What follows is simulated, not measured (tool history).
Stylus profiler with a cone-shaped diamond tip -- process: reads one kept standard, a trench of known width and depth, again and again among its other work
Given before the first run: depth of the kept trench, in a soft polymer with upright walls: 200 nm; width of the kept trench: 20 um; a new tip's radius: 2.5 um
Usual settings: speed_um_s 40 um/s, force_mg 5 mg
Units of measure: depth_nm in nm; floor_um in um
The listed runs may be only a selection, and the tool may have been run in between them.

run,hour,speed_um_s,force_mg,depth_nm,floor_um
1,0,40,5,203.7,17.59
2,40.6,40,5,203.67,17.63
3,82.1,40,5,203.74,17.62
4,128.4,40,5,203.9,17.6
5,193.5,40,5,203.92,17.57
6,246.7,40,5,203.94,17.63
7,305.4,40,5,203.96,17.55
8,371.2,40,5,203.97,17.52
9,427.5,40,5,203.94,17.54
10,463.3,40,5,203.99,17.56
11,491.6,40,5,204.03,17.54
12,521,11,5,204.15,17.58
13,587.1,11,5,204.06,17.54
14,625.6,11,5,204.01,17.49
15,672.9,11,5,204.2,17.49
# hour 679.2: height scale calibrated on a step standard
16,709.3,40,5,204.67,17.49
17,777.8,40,4.28,204.35,17.41
18,825.1,40,5,204.91,17.41
19,873,40,5,204.66,17.38
20,930.9,40,5,204.84,17.39
21,982.8,31,5,204.92,17.4
22,1016.3,31,5,204.94,17.38
23,1056.2,31,5,204.81,17.4
# hour 1060.4: height scale calibrated on a step standard, once more
24,1123.3,34,3.82,202.61,17.31
25,1189.2,55,8.91,204.71,17.3
26,1218.4,16,1.8,201.72,17.36
27,1273,20,3.17,202.28,17.32
28,1302.5,18,2.56,202.08,17.25
29,1365.1,53,7.54,204.3,17.25
30,1424.5,32,2.04,201.79,17.21
31,1475.2,32,2.04,201.71,17.21
32,1524.1,55,2.6,202.35,17.2
33,1559.1,11,2.26,201.96,17.28
34,1605.3,11,1.83,201.98,17.28
35,1641.4,11,1.83,201.75,17.25
36,1677.1,60,10.41,205.6,17.18
37,1747.1,12,1.91,202.14,17.2
38,1808.8,12,1.91,202.27,17.17
39,1837.8,54,2.08,202.35,17.07
40,1883,46,2.38,202.46,17.08
41,1937.6,46,2.38,202.4,17.11
42,1981.2,46,2.38,202.51,17.04

Forecast each of these 5 alternatives for the next run:
A,2009.7,46,6.38,?,?
B,2009.7,40,2.15,?,?
C,2009.7,93,10.21,?,?
D,2009.7,39,3.53,?,?
E,2009.7,40,3.3,?,?

run,depth_nm,floor_um
A,204.28,17.14
B,202.41,17
C,205.76,17.03
D,203.23,17.09
E,202.89,17.06
With no hidden state in the tool, these same runs would have given:
run,depth_nm,floor_um
A,203.65,18.01
B,201.8,17.88
C,205.13,17.91
D,202.61,17.96
E,202.27,17.93
